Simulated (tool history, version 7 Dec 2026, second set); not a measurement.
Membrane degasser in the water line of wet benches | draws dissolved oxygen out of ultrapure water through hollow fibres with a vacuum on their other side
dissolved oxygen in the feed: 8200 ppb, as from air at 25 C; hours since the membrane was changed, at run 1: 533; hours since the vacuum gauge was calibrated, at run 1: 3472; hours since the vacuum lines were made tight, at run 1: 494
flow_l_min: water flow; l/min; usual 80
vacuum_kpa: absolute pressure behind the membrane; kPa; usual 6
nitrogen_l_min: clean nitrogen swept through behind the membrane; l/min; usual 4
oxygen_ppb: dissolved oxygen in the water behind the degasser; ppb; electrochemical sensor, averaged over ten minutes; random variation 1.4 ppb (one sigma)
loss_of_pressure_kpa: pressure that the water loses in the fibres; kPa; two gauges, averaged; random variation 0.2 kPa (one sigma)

| run | hour | flow_l_min | vacuum_kpa | nitrogen_l_min | hours since the membrane was changed | hours since the vacuum gauge was calibrated | hours since the vacuum lines were made tight | oxygen_ppb | loss_of_pressure_kpa |
|---|---|---|---|---|---|---|---|---|---|
| 1 | 0 | 80 | 6 | 4 | 533 | 3472 | 494 | 136.6 | 46.36 |
| 2 | 61.9 | 80 | 6 | 4 | 595 | 3534 | 556 | 139.4 | 46.47 |
| 3 | 158.9 | 91 | 6 | 4 | 692 | 3631 | 653 | 156.2 | 52.99 |
| 4 | 244.6 | 91 | 6 | 4 | 778 | 3716 | 739 | 157.5 | 53.23 |
| 5 | 365.8 | 91 | 6 | 4 | 899 | 3837 | 860 | 156.5 | 53.32 |
| 6 | 424.5 | 91 | 6 | 4 | 958 | 3896 | 918 | 159.5 | 53.24 |
| 7 | 519.5 | 91 | 6 | 3.44 | 1053 | 3991 | 1013 | 180.5 | 53.44 |
| 8 | 638.8 | 91 | 6 | 3.44 | 1172 | 4110 | 1133 | 176.7 | 53.55 |
| 9 | 736 | 91 | 6 | 3.44 | 1269 | 4208 | 1230 | 178.5 | 53.09 |
| 10 | 788.5 | 91 | 6 | 3.44 | 1322 | 4260 | 1282 | 184.1 | 53.21 |
| 11 | 856.1 | 80 | 11.64 | 4 | 1389 | 4328 | 1350 | 380.4 | 46.93 |
| 12 | 947.5 | 80 | 11.64 | 4 | 1481 | 4419 | 1441 | 378.1 | 46.84 |
| 13 | 1026.9 | 80 | 11.64 | 4 | 1560 | 4499 | 1521 | 378.9 | 47.32 |
| 14 | 1081.4 | 80 | 11.64 | 4 | 1615 | 4553 | 1575 | 377.2 | 46.86 |
| 15 | 1147.9 | 80 | 11.64 | 4 | 1681 | 4620 | 1642 | 386.7 | 47.14 |
| 16 | 1206.7 | 80 | 11.64 | 4 | 1740 | 4678 | 1701 | 379.2 | 47.25 |
| 17 | 1311.6 | 105 | 10.29 | 3.79 | 1845 | 4783 | 1806 | 432.3 | 61.71 |
| 18 | 1367.1 | 80 | 5.17 | 3.92 | 1901 | 4839 | 1861 | 105.9 | 47.41 |
| 19 | 1418.1 | 57 | 6.32 | 10.77 | 1952 | 4890 | 1912 | 45.4 | 33.62 |
| 20 | 1475.2 | 57 | 7.69 | 7.66 | 2009 | 4947 | 1969 | 86.3 | 33.54 |
| 21 | 1564.9 | 121 | 7.69 | 7.66 | 2098 | 5037 | 2059 | 197.4 | 71.35 |
| 22 | 1670 | 50 | 6 | 11.92 | 2203 | 5142 | 2164 | 32.1 | 29.53 |
| 23 | 1778.7 | 80 | 7.26 | 9.03 | 2312 | 5250 | 2273 | 96.2 | 47.33 |
| 24 | 1853.5 | 80 | 7.26 | 9.03 | 2387 | 5325 | 2347 | 99.3 | 47.05 |
|  | 1882.2 | vacuum gauge calibrated |
| 25 | 1944.4 | 80 | 7.73 | 3.79 | 2477 | 62 | 2438 | 215.2 | 47.45 |
| 26 | 2037.9 | 87 | 6 | 4 | 2571 | 156 | 2531 | 144.6 | 51.54 |
| 27 | 2111.7 | 87 | 6 | 4 | 2645 | 229 | 2605 | 145.7 | 51.69 |
| 28 | 2177.8 | 54 | 9.86 | 5.65 | 2711 | 296 | 2671 | 149.7 | 31.76 |
| 29 | 2252.2 | 54 | 9.86 | 5.65 | 2785 | 370 | 2746 | 150.8 | 32.11 |
| 30 | 2355 | 54 | 9.86 | 5.65 | 2888 | 473 | 2848 | 151.1 | 32.22 |
| 31 | 2414.5 | 54 | 9.86 | 5.65 | 2947 | 532 | 2908 | 151.6 | 31.94 |

How the hidden state differs across the entries between the runs, from the last listed run before each to the first after it:
Between runs 24 and 25: vacuum gauge calibrated (hour 1882.2)
  membrane still open, %: 98.3 -> 98.2; true pressure behind the membrane over the reading, kPa: 0.19 -> -0.01; air that leaks in behind the membrane, l/min: 0.0097 -> 0.0099
  measured less the result without the state, oxygen_ppb: +5.2 -> +0.9 ppb; loss_of_pressure_kpa: +0.81 -> +0.84 kPa
